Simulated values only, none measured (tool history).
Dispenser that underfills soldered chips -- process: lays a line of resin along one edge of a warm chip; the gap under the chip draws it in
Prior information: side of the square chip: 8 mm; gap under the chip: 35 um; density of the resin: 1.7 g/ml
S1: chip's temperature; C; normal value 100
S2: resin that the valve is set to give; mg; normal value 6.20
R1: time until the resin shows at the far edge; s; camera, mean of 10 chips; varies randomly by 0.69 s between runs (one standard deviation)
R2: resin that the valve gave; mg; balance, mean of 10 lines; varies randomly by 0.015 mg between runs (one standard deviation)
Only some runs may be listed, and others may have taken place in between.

run 1 day=0.000 | S1=100 S2=6.20 | R1=61.3 R2=6.09
run 2 day=0.304 | S1=100 S2=6.20 | R1=92.7 R2=6.09
-- day=0.521 new syringe of resin
run 3 day=0.704 | S1=100 S2=6.20 | R1=74.4 R2=6.04
run 4 day=0.962 | S1=100 S2=5.85 | R1=106.1 R2=5.69
-- day=1.079 new syringe of resin
run 5 day=1.208 | S1=100 S2=7.73 | R1=67.9 R2=7.48
run 6 day=1.571 | S1=100 S2=7.73 | R1=111.7 R2=7.40
-- day=1.646 new syringe of resin
run 7 day=1.883 | S1=100 S2=7.73 | R1=81.8 R2=7.40
-- day=2.196 new syringe of resin
run 8 day=2.196 | S1=100 S2=7.73 | R1=57.9 R2=7.37
-- day=2.267 dispensing valve cleaned and set on the balance
run 9 day=2.662 | S1=100 S2=7.73 | R1=99.1 R2=7.69
-- day=2.792 new syringe of resin
run 10 day=2.950 | S1=100 S2=5.50 | R1=76.7 R2=5.45
run 11 day=3.212 | S1=100 S2=5.50 | R1=105.7 R2=5.45
-- day=3.358 new syringe of resin
run 12 day=3.479 | S1=100 S2=5.50 | R1=70.2 R2=5.41
run 13 day=3.871 | S1=100 S2=5.50 | R1=115.0 R2=5.38
-- day=3.912 new syringe of resin
run 14 day=4.233 | S1=100 S2=6.20 | R1=90.5 R2=6.05
-- day=4.467 new syringe of resin
run 15 day=4.562 | S1=100 S2=6.95 | R1=68.5 R2=6.71
run 16 day=4.950 | S1=100 S2=6.95 | R1=111.5 R2=6.66
-- day=5.021 new syringe of resin
run 17 day=5.346 | S1=100 S2=6.20 | R1=90.3 R2=5.95
-- day=5.562 new syringe of resin
-- day=5.629 dispensing valve cleaned and set on the balance
run 18 day=5.746 | S1=100 S2=6.20 | R1=70.6 R2=6.16
run 19 day=5.950 | S1=93 S2=7.84 | R1=112.8 R2=7.76
-- day=6.142 new syringe of resin
run 20 day=6.346 | S1=93 S2=7.84 | R1=94.4 R2=7.76
-- day=6.700 new syringe of resin
run 21 day=6.700 | S1=93 S2=6.98 | R1=73.3 R2=6.84
run 22 day=6.929 | S1=94 S2=7.53 | R1=95.1 R2=7.36
-- day=7.258 new syringe of resin
run 23 day=7.312 | S1=106 S2=6.16 | R1=53.3 R2=6.01
run 24 day=7.604 | S1=100 S2=7.97 | R1=89.3 R2=7.69
-- day=7.808 new syringe of resin
run 25 day=7.838 | S1=113 S2=6.35 | R1=41.9 R2=6.11
run 26 day=8.038 | S1=113 S2=6.35 | R1=54.7 R2=6.10
run 27 day=8.262 | S1=113 S2=6.35 | R1=72.8 R2=6.07
-- day=8.358 new syringe of resin
run 28 day=8.554 | S1=113 S2=6.35 | R1=53.4 R2=6.05
-- day=8.912 new syringe of resin
run 29 day=8.925 | S1=87 S2=6.10 | R1=90.6 R2=5.80
-- day=8.988 dispensing valve cleaned and set on the balance
run 30 day=9.325 | S1=94 S2=6.20 | R1=113.7 R2=6.20
-- day=9.508 new syringe of resin
run 31 day=9.758 | S1=108 S2=7.45 | R1=62.9 R2=7.37
-- day=10.046 new syringe of resin
run 32 day=10.079 | S1=95 S2=6.20 | R1=69.0 R2=6.11
run 33 day=10.333 | S1=113 S2=7.94 | R1=57.1 R2=7.80
-- day=10.596 new syringe of resin
run 34 day=10.633 | S1=113 S2=7.94 | R1=42.3 R2=7.74
run 35 day=10.838 | S1=113 S2=7.94 | R1=54.4 R2=7.73

Branching from run 35: 3 alternative next runs. What would each branch give?
run A day=11.096 | S1=110 S2=7.75 | R1=? R2=?
run B day=11.096 | S1=99 S2=7.94 | R1=? R2=?
run C day=11.096 | S1=113 S2=7.94 | R1=? R2=?

run=A R1=81.1 R2=7.47
run=B R1=113.4 R2=7.71
run=C R1=77.4 R2=7.71
The same runs, with their run-to-run variation unchanged, on a tool lacking any hidden condition would have given:
run=A R1=45.5 R2=7.71
run=B R1=64.2 R2=7.95
run=C R1=43.7 R2=7.95

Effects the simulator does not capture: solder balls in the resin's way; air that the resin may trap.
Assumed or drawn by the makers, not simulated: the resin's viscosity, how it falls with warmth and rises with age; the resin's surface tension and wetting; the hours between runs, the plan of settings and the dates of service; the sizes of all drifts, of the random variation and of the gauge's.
